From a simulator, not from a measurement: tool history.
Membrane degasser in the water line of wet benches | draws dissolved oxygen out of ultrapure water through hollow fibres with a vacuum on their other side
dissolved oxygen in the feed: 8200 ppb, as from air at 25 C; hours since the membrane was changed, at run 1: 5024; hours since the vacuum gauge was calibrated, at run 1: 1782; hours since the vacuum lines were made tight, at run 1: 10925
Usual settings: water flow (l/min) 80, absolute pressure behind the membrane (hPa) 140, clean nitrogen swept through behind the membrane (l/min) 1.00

| run | hour | water flow (l/min) | absolute pressure behind the membrane (hPa) | clean nitrogen swept through behind the membrane (l/min) | hours since the membrane was changed | hours since the vacuum gauge was calibrated | hours since the vacuum lines were made tight | dissolved oxygen in the water behind the degasser (ppb) | pressure that the water loses in the fibres (hPa) |
|---|---|---|---|---|---|---|---|---|---|
| 1 | 0.0 | 80 | 140 | 1.00 | 5024 | 1782 | 10925 | 1455.2 | 270.2 |
| 2 | 294.8 | 80 | 140 | 1.00 | 5319 | 2077 | 11220 | 1443.2 | 276.3 |
| 3 | 504.2 | 63 | 140 | 1.00 | 5528 | 2286 | 11429 | 1181.1 | 217.5 |
| 4 | 831.9 | 63 | 140 | 1.00 | 5856 | 2614 | 11757 | 1178.9 | 214.8 |
| 5 | 1166.0 | 63 | 140 | 1.00 | 6190 | 2948 | 12091 | 1185.5 | 217.9 |
| 6 | 1380.5 | 80 | 140 | 1.00 | 6405 | 3162 | 12306 | 1446.5 | 275.6 |
|  | 1582.3 | seals of the vacuum lines changed |
| 7 | 1701.2 | 80 | 140 | 1.00 | 6723 | 3481 | 119 | 1468.6 | 274.9 |
| 8 | 2030.4 | 80 | 140 | 1.00 | 7053 | 3810 | 448 | 1465.7 | 277.4 |
| 9 | 2250.6 | 96 | 207 | 0.41 | 7273 | 4031 | 668 | 3428.4 | 330.4 |
| 10 | 2607.5 | 48 | 115 | 1.32 | 7630 | 4388 | 1025 | 619.8 | 167.4 |
| 11 | 2823.8 | 48 | 349 | 1.72 | 7846 | 4604 | 1242 | 1607.2 | 165.4 |
| 12 | 3004.5 | 57 | 157 | 2.17 | 8027 | 4785 | 1422 | 718.4 | 200.9 |
| 13 | 3360.7 | 72 | 135 | 1.00 | 8383 | 5141 | 1778 | 1299.0 | 251.7 |

Forecast run 14:
|  | 3387.9 | vacuum gauge calibrated |
| 14 | 3625.3 | 72 | 135 | 1.00 | 8647 | 237 | 2043 | ? | ? |

{"run 14": {"dissolved oxygen in the water behind the degasser (ppb)": 1260.2, "pressure that the water loses in the fibres (hPa)": 250.4}}
Without the tool's hidden state the same run would have given dissolved oxygen in the water behind the degasser (ppb) 1229.9, pressure that the water loses in the fibres (hPa) 233.5.
